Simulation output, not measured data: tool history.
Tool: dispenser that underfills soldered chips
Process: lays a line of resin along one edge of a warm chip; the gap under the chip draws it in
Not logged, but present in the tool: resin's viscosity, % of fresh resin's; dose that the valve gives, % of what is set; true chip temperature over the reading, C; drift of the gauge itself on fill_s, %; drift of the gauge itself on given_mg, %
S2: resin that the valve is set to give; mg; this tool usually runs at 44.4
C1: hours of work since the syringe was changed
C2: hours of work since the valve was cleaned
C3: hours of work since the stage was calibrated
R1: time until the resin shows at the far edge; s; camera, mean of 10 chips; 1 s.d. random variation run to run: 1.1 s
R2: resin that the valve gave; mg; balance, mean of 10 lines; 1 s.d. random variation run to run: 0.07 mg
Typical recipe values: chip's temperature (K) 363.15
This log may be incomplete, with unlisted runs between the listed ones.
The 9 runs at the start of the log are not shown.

{"run": 10, "hour": 66.9, "chip's temperature (K)": 363.15, "S2": 44.4, "C1": 6, "C2": 32, "C3": 268, "R1": 178.6, "R2": 44.08}
{"hour": 69.1, "done": "new syringe of resin"}
{"run": 11, "hour": 74.2, "chip's temperature (K)": 359.15, "S2": 44.4, "C1": 4, "C2": 37, "C3": 273, "R1": 179.8, "R2": 44.04}
{"hour": 78.8, "done": "new syringe of resin"}
{"run": 12, "hour": 78.8, "chip's temperature (K)": 359.15, "S2": 44.4, "C1": 0, "C2": 40, "C3": 276, "R1": 129.6, "R2": 43.9}
{"run": 13, "hour": 86.0, "chip's temperature (K)": 359.15, "S2": 44.4, "C1": 5, "C2": 45, "C3": 281, "R1": 203.2, "R2": 43.94}
{"hour": 88.6, "done": "new syringe of resin"}
{"run": 14, "hour": 92.4, "chip's temperature (K)": 348.15, "S2": 44.4, "C1": 3, "C2": 50, "C3": 286, "R1": 263.3, "R2": 43.94}
{"run": 15, "hour": 97.5, "chip's temperature (K)": 363.15, "S2": 44.4, "C1": 7, "C2": 54, "C3": 290, "R1": 197.3, "R2": 43.83}
{"hour": 98.7, "done": "new syringe of resin"}
{"run": 16, "hour": 105.9, "chip's temperature (K)": 350.15, "S2": 44.4, "C1": 5, "C2": 60, "C3": 296, "R1": 299.3, "R2": 43.57}
{"hour": 108.7, "done": "new syringe of resin"}
{"run": 17, "hour": 114.1, "chip's temperature (K)": 350.15, "S2": 44.4, "C1": 4, "C2": 66, "C3": 302, "R1": 269.7, "R2": 43.48}
{"hour": 118.6, "done": "new syringe of resin"}
{"run": 18, "hour": 121.2, "chip's temperature (K)": 368.15, "S2": 41.3, "C1": 2, "C2": 71, "C3": 307, "R1": 106.6, "R2": 40.5}
{"hour": 128.6, "done": "dispensing valve cleaned and set on the balance"}
{"hour": 129.1, "done": "new syringe of resin"}
{"run": 19, "hour": 129.1, "chip's temperature (K)": 351.15, "S2": 41.3, "C1": 0, "C2": 0, "C3": 311, "R1": 179, "R2": 41.3}
{"run": 20, "hour": 133.5, "chip's temperature (K)": 355.15, "S2": 57.5, "C1": 3, "C2": 3, "C3": 315, "R1": 196.9, "R2": 57.31}
{"hour": 138.6, "done": "new syringe of resin"}
{"run": 21, "hour": 140.1, "chip's temperature (K)": 363.15, "S2": 45.1, "C1": 1, "C2": 8, "C3": 319, "R1": 117.8, "R2": 44.85}
{"hour": 148.4, "done": "new syringe of resin"}
{"run": 22, "hour": 150.6, "chip's temperature (K)": 363.15, "S2": 45.1, "C1": 2, "C2": 16, "C3": 327, "R1": 127.3, "R2": 44.75}
{"hour": 158.3, "done": "new syringe of resin"}
{"run": 23, "hour": 159.0, "chip's temperature (K)": 351.15, "S2": 49.7, "C1": 1, "C2": 22, "C3": 333, "R1": 184.1, "R2": 49.28}
{"hour": 168.1, "done": "new syringe of resin"}
{"run": 24, "hour": 168.5, "chip's temperature (K)": 376.15, "S2": 40.9, "C1": 0, "C2": 28, "C3": 340, "R1": 68.5, "R2": 40.54}
{"run": 25, "hour": 176.9, "chip's temperature (K)": 350.15, "S2": 50.4, "C1": 6, "C2": 35, "C3": 346, "R1": 332.4, "R2": 49.68}
{"hour": 177.6, "done": "new syringe of resin"}
{"run": 26, "hour": 186.4, "chip's temperature (K)": 375.15, "S2": 53.9, "C1": 7, "C2": 41, "C3": 353, "R1": 123.1, "R2": 53.2}
{"hour": 187.4, "done": "new syringe of resin"}
{"run": 27, "hour": 195.8, "chip's temperature (K)": 375.15, "S2": 53.9, "C1": 6, "C2": 48, "C3": 359, "R1": 119.2, "R2": 53.01}
{"hour": 197.3, "done": "new syringe of resin"}
{"run": 28, "hour": 201.2, "chip's temperature (K)": 372.15, "S2": 49.8, "C1": 3, "C2": 52, "C3": 363, "R1": 104, "R2": 49.01}
{"hour": 207.4, "done": "new syringe of resin"}
{"run": 29, "hour": 210.8, "chip's temperature (K)": 363.15, "S2": 46.8, "C1": 3, "C2": 59, "C3": 370, "R1": 135.6, "R2": 45.88}
{"hour": 216.9, "done": "new syringe of resin"}
{"run": 30, "hour": 220.0, "chip's temperature (K)": 357.15, "S2": 54.5, "C1": 2, "C2": 65, "C3": 377, "R1": 171.6, "R2": 53.33}
{"hour": 226.8, "done": "new syringe of resin"}
{"run": 31, "hour": 229.6, "chip's temperature (K)": 367.15, "S2": 47.5, "C1": 2, "C2": 72, "C3": 383, "R1": 114.7, "R2": 46.31}

Each row is a separate what-if for the run after 31, all from the same tool condition, not one after another. Results?
{"hour": 234.5, "done": "dispensing valve cleaned and set on the balance"}
{"run": "A", "hour": 236.9, "chip's temperature (K)": 356.15, "S2": 52.2, "C1": 7, "C2": 2, "C3": 388, "R1": "?", "R2": "?"}
{"hour": 234.5, "done": "dispensing valve cleaned and set on the balance"}
{"run": "B", "hour": 236.9, "chip's temperature (K)": 363.15, "S2": 40.6, "C1": 7, "C2": 2, "C3": 388, "R1": "?", "R2": "?"}
{"hour": 234.5, "done": "dispensing valve cleaned and set on the balance"}
{"run": "C", "hour": 236.9, "chip's temperature (K)": 361.15, "S2": 56, "C1": 7, "C2": 2, "C3": 388, "R1": "?", "R2": "?"}

run=A R1=268 R2=52.33
run=B R1=203.3 R2=40.5
run=C R1=217.2 R2=56.05
Without the tool's hidden state the same runs would have given:
run=A R1=135.5 R2=52.4
run=B R1=103.2 R2=40.56
run=C R1=110.2 R2=56.12
